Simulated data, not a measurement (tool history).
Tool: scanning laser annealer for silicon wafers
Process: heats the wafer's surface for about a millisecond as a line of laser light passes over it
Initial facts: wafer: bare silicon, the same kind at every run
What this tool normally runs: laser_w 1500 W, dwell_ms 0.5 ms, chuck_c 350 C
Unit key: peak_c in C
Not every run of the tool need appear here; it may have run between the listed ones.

run	hour	laser_w	dwell_ms	chuck_c	peak_c
1	0	1500	0.5	350	1178
2	28.6	1500	0.5	350	1179
3	50.9	1500	0.5	350	1176
4	65.1	1500	0.5	350	1176
5	91.4	1500	0.5	350	1178
6	117.9	1500	0.5	350	1178
7	137.8	1500	0.5	350	1181
8	154.5	1500	0.5	350	1176
9	180.9	1500	0.5	350	1176
10	193.1	1489	0.5	350	1173
11	213.8	1500	0.5	338	1167
12	233.7	1500	0.5	350	1177
13	251.8	1526	0.5	350	1189
14	273.1	1526	0.5	332	1172
15	299.6	1526	0.5	332	1177
16	325.7	1478	0.361	350	1057
# hour 348.6: window over the wafer cleaned
17	351.7	1478	0.361	350	1057
18	375.7	1542	0.361	350	1088
19	400.5	1500	0.504	376	1209

Run 20 is up next; what results do you expect?
20	423.9	1613	0.452	350	?

Run 20 gave peak_c 1199 C.
Take away the tool's hidden state, keep the run-to-run variation as it was, and the same run would have given peak_c 1199 C.

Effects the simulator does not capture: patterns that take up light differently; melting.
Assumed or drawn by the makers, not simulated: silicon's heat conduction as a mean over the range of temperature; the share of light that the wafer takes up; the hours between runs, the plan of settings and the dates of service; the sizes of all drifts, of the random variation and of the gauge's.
